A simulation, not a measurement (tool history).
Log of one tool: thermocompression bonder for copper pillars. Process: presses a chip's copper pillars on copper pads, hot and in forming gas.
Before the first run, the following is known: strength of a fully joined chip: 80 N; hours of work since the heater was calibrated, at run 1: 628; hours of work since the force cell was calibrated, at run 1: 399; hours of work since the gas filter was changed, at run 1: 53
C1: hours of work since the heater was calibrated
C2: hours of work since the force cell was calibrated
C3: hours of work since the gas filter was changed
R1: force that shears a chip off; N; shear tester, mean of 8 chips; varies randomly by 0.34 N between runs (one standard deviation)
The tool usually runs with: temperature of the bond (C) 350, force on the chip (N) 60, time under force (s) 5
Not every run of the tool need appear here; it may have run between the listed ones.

{"run": 1, "hour": 0.0, "temperature of the bond (C)": 350, "force on the chip (N)": 60, "time under force (s)": 5, "C1": 628, "C2": 399, "C3": 53, "R1": 56.1}
{"run": 2, "hour": 7.7, "temperature of the bond (C)": 350, "force on the chip (N)": 60, "time under force (s)": 5, "C1": 634, "C2": 405, "C3": 59, "R1": 55.7}
{"run": 3, "hour": 21.8, "temperature of the bond (C)": 350, "force on the chip (N)": 60, "time under force (s)": 5, "C1": 645, "C2": 415, "C3": 69, "R1": 56.5}
{"run": 4, "hour": 30.0, "temperature of the bond (C)": 350, "force on the chip (N)": 60, "time under force (s)": 13, "C1": 651, "C2": 422, "C3": 76, "R1": 68.7}
{"run": 5, "hour": 40.4, "temperature of the bond (C)": 367, "force on the chip (N)": 60, "time under force (s)": 13, "C1": 659, "C2": 429, "C3": 84, "R1": 72.9}
{"run": 6, "hour": 49.2, "temperature of the bond (C)": 350, "force on the chip (N)": 60, "time under force (s)": 5, "C1": 665, "C2": 436, "C3": 90, "R1": 56.3}
{"run": 7, "hour": 63.4, "temperature of the bond (C)": 350, "force on the chip (N)": 60, "time under force (s)": 5, "C1": 676, "C2": 447, "C3": 101, "R1": 56}
{"hour": 65.9, "done": "force cell calibrated"}
{"run": 8, "hour": 74.5, "temperature of the bond (C)": 364, "force on the chip (N)": 60, "time under force (s)": 5, "C1": 683, "C2": 7, "C3": 108, "R1": 60.5}
{"run": 9, "hour": 83.8, "temperature of the bond (C)": 364, "force on the chip (N)": 60, "time under force (s)": 5, "C1": 690, "C2": 13, "C3": 115, "R1": 60.2}
{"run": 10, "hour": 97.3, "temperature of the bond (C)": 364, "force on the chip (N)": 60, "time under force (s)": 5, "C1": 701, "C2": 24, "C3": 125, "R1": 59.8}
{"hour": 109.5, "done": "force cell calibrated, once more"}
{"run": 11, "hour": 112.5, "temperature of the bond (C)": 340, "force on the chip (N)": 89, "time under force (s)": 5, "C1": 711, "C2": 2, "C3": 136, "R1": 65.8}
{"run": 12, "hour": 120.6, "temperature of the bond (C)": 340, "force on the chip (N)": 89, "time under force (s)": 5, "C1": 717, "C2": 8, "C3": 142, "R1": 66}
{"run": 13, "hour": 133.7, "temperature of the bond (C)": 350, "force on the chip (N)": 60, "time under force (s)": 10, "C1": 727, "C2": 18, "C3": 151, "R1": 64.9}
{"run": 14, "hour": 143.6, "temperature of the bond (C)": 343, "force on the chip (N)": 62, "time under force (s)": 3, "C1": 734, "C2": 26, "C3": 159, "R1": 47.2}
{"run": 15, "hour": 152.0, "temperature of the bond (C)": 343, "force on the chip (N)": 62, "time under force (s)": 3, "C1": 741, "C2": 32, "C3": 165, "R1": 46.5}
{"run": 16, "hour": 162.3, "temperature of the bond (C)": 350, "force on the chip (N)": 52, "time under force (s)": 9, "C1": 748, "C2": 40, "C3": 173, "R1": 58.6}
{"run": 17, "hour": 168.6, "temperature of the bond (C)": 350, "force on the chip (N)": 52, "time under force (s)": 9, "C1": 753, "C2": 45, "C3": 178, "R1": 57.6}

What if the next run were any one of these 4? Each begins from the tool's condition after run 17:
{"run": "A", "hour": 176.7, "temperature of the bond (C)": 350, "force on the chip (N)": 71, "time under force (s)": 3, "C1": 759, "C2": 51, "C3": 184, "R1": "?"}
{"run": "B", "hour": 176.7, "temperature of the bond (C)": 350, "force on the chip (N)": 78, "time under force (s)": 3, "C1": 759, "C2": 51, "C3": 184, "R1": "?"}
{"run": "C", "hour": 176.7, "temperature of the bond (C)": 346, "force on the chip (N)": 65, "time under force (s)": 12, "C1": 759, "C2": 51, "C3": 184, "R1": "?"}
{"run": "D", "hour": 176.7, "temperature of the bond (C)": 350, "force on the chip (N)": 43, "time under force (s)": 5, "C1": 759, "C2": 51, "C3": 184, "R1": "?"}

run=A R1=55.1
run=B R1=57.5
run=C R1=66.7
run=D R1=42.7
The same runs, with their run-to-run variation unchanged, on a tool lacking any hidden condition would have given:
run=A R1=56.2
run=B R1=58.9
run=C R1=68.7
run=D R1=43.4
